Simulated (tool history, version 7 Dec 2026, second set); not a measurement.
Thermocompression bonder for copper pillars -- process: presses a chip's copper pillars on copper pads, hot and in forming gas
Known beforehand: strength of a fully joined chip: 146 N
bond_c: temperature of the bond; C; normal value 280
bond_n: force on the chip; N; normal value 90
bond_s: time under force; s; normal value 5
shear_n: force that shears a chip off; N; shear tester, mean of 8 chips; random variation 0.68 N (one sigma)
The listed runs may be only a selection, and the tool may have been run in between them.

{"run": 1, "day": 0.0, "bond_c": 280, "bond_n": 90, "bond_s": 5, "shear_n": 72.2}
{"run": 2, "day": 1.683, "bond_c": 280, "bond_n": 90, "bond_s": 5, "shear_n": 72.1}
{"run": 3, "day": 2.571, "bond_c": 280, "bond_n": 90, "bond_s": 5, "shear_n": 73.3}
{"run": 4, "day": 3.462, "bond_c": 280, "bond_n": 90, "bond_s": 5, "shear_n": 72.3}
{"run": 5, "day": 5.233, "bond_c": 280, "bond_n": 90, "bond_s": 5, "shear_n": 72.1}
{"run": 6, "day": 6.183, "bond_c": 257, "bond_n": 90, "bond_s": 5, "shear_n": 54}
{"run": 7, "day": 7.788, "bond_c": 257, "bond_n": 90, "bond_s": 5, "shear_n": 53.8}
{"run": 8, "day": 8.783, "bond_c": 270, "bond_n": 90, "bond_s": 5, "shear_n": 63.7}
{"run": 9, "day": 9.833, "bond_c": 252, "bond_n": 90, "bond_s": 5, "shear_n": 51.1}
{"run": 10, "day": 10.708, "bond_c": 252, "bond_n": 90, "bond_s": 5, "shear_n": 50.5}
{"run": 11, "day": 12.296, "bond_c": 262, "bond_n": 90, "bond_s": 5, "shear_n": 57.6}
{"run": 12, "day": 13.038, "bond_c": 280, "bond_n": 90, "bond_s": 5, "shear_n": 71.3}
{"day": 13.642, "done": "forming gas filter changed"}
{"run": 13, "day": 13.954, "bond_c": 307, "bond_n": 90, "bond_s": 5, "shear_n": 97.4}
{"run": 14, "day": 14.975, "bond_c": 280, "bond_n": 130, "bond_s": 5, "shear_n": 93.9}
{"run": 15, "day": 16.2, "bond_c": 256, "bond_n": 90, "bond_s": 5, "shear_n": 54.5}
{"run": 16, "day": 16.988, "bond_c": 280, "bond_n": 90, "bond_s": 3, "shear_n": 62.5}
{"run": 17, "day": 18.129, "bond_c": 280, "bond_n": 90, "bond_s": 3, "shear_n": 61.8}
{"run": 18, "day": 19.45, "bond_c": 280, "bond_n": 90, "bond_s": 3, "shear_n": 61.3}
{"run": 19, "day": 20.775, "bond_c": 280, "bond_n": 90, "bond_s": 3, "shear_n": 61.6}
{"run": 20, "day": 22.117, "bond_c": 280, "bond_n": 90, "bond_s": 3, "shear_n": 61.9}
{"run": 21, "day": 23.121, "bond_c": 280, "bond_n": 90, "bond_s": 3, "shear_n": 62}
{"run": 22, "day": 24.567, "bond_c": 251, "bond_n": 88, "bond_s": 9, "shear_n": 64.5}
{"run": 23, "day": 25.508, "bond_c": 255, "bond_n": 90, "bond_s": 12, "shear_n": 74.6}
{"run": 24, "day": 27.271, "bond_c": 255, "bond_n": 90, "bond_s": 12, "shear_n": 75.5}
{"run": 25, "day": 28.908, "bond_c": 259, "bond_n": 84, "bond_s": 8, "shear_n": 65.3}
{"run": 26, "day": 30.404, "bond_c": 294, "bond_n": 90, "bond_s": 5, "shear_n": 86.2}
{"run": 27, "day": 31.579, "bond_c": 294, "bond_n": 90, "bond_s": 9, "shear_n": 100.6}
{"run": 28, "day": 32.679, "bond_c": 294, "bond_n": 90, "bond_s": 9, "shear_n": 99.4}
{"day": 33.583, "done": "forming gas filter changed"}
{"run": 29, "day": 34.242, "bond_c": 258, "bond_n": 61, "bond_s": 6, "shear_n": 47.5}
{"run": 30, "day": 35.154, "bond_c": 301, "bond_n": 59, "bond_s": 6, "shear_n": 75.1}
{"day": 36.871, "done": "heater calibrated with a thermocouple chip"}
{"run": 31, "day": 36.888, "bond_c": 301, "bond_n": 59, "bond_s": 6, "shear_n": 66.3}
{"run": 32, "day": 38.212, "bond_c": 260, "bond_n": 62, "bond_s": 6, "shear_n": 40.3}
{"run": 33, "day": 39.875, "bond_c": 266, "bond_n": 62, "bond_s": 4, "shear_n": 36.9}
{"run": 34, "day": 40.946, "bond_c": 266, "bond_n": 62, "bond_s": 4, "shear_n": 36.7}
{"run": 35, "day": 42.196, "bond_c": 266, "bond_n": 62, "bond_s": 4, "shear_n": 37.8}
{"run": 36, "day": 43.238, "bond_c": 266, "bond_n": 62, "bond_s": 4, "shear_n": 37.5}
{"run": 37, "day": 44.438, "bond_c": 293, "bond_n": 65, "bond_s": 5, "shear_n": 61.1}
{"run": 38, "day": 45.858, "bond_c": 280, "bond_n": 90, "bond_s": 3, "shear_n": 55.5}
{"run": 39, "day": 46.829, "bond_c": 280, "bond_n": 90, "bond_s": 3, "shear_n": 54.1}
{"run": 40, "day": 48.492, "bond_c": 286, "bond_n": 90, "bond_s": 8, "shear_n": 82.2}

The logged runs with the hidden state left out (each run's random variation unchanged):
The tool's hidden condition here consists of: true temperature of the bond over the reading, C; force that reaches the chip, % of what is set; oxide that the forming gas leaves, % of the face; drift of the gauge itself on shear_n, %.
run=1 shear_n=68.6
run=2 shear_n=68.5
run=3 shear_n=69.8
run=4 shear_n=68.7
run=5 shear_n=68.6
run=6 shear_n=50.5
run=7 shear_n=50.4
run=8 shear_n=60.2
run=9 shear_n=47.7
run=10 shear_n=47
run=11 shear_n=54.2
run=12 shear_n=68.2
run=13 shear_n=91.7
run=14 shear_n=87.6
run=15 shear_n=49
run=16 shear_n=57.1
run=17 shear_n=56.4
run=18 shear_n=56.1
run=19 shear_n=56.3
run=20 shear_n=56.7
run=21 shear_n=56.8
run=22 shear_n=58.4
run=23 shear_n=68.3
run=24 shear_n=69.1
run=25 shear_n=59.5
run=26 shear_n=81.4
run=27 shear_n=96.5
run=28 shear_n=95.4
run=29 shear_n=41.1
run=30 shear_n=67.7
run=31 shear_n=68.6
run=32 shear_n=41.9
run=33 shear_n=38.4
run=34 shear_n=38.2
run=35 shear_n=39.3
run=36 shear_n=39.1
run=37 shear_n=63.5
run=38 shear_n=57.7
run=39 shear_n=56.2
run=40 shear_n=85.4
